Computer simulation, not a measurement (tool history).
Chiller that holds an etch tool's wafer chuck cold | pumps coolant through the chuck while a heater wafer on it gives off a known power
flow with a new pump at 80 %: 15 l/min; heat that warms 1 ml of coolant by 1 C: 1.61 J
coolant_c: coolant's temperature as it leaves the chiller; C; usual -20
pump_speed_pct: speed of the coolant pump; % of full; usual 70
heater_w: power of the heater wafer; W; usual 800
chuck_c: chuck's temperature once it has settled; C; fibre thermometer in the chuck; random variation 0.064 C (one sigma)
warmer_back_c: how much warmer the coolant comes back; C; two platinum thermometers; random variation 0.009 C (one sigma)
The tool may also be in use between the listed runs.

run,hour,coolant_c,pump_speed_pct,heater_w,chuck_c,warmer_back_c
1,0.0,-20,70,800,-12.29,2.303
2,39.6,-20,71,800,-12.21,2.248
3,86.6,-20,70,925,-10.99,2.645
4,130.1,-20,70,800,-12.23,2.306
5,168.0,-20,70,800,-12.26,2.310
6,197.7,-14,70,800,-6.22,2.309
7,237.3,-23,70,800,-15.28,2.292
8,275.5,-12,70,800,-4.19,2.303
9,306.2,-20,70,800,-12.19,2.285
10,328.5,-20,70,800,-12.30,2.297
11,362.1,-20,70,800,-12.14,2.310
12,397.7,-20,70,800,-12.19,2.310
13,426.9,-20,70,800,-12.29,2.308
14,458.2,-20,70,800,-12.17,2.291
15,503.9,-17,70,800,-9.20,2.287

Run 16 comes next. What will it give?
16,527.8,-20,70,800,?,?

Run 16 gave chuck_c -12.20 C, warmer_back_c 2.303 C.
Without the tool's hidden state the same run would have given chuck_c -12.20 C, warmer_back_c 2.302 C.

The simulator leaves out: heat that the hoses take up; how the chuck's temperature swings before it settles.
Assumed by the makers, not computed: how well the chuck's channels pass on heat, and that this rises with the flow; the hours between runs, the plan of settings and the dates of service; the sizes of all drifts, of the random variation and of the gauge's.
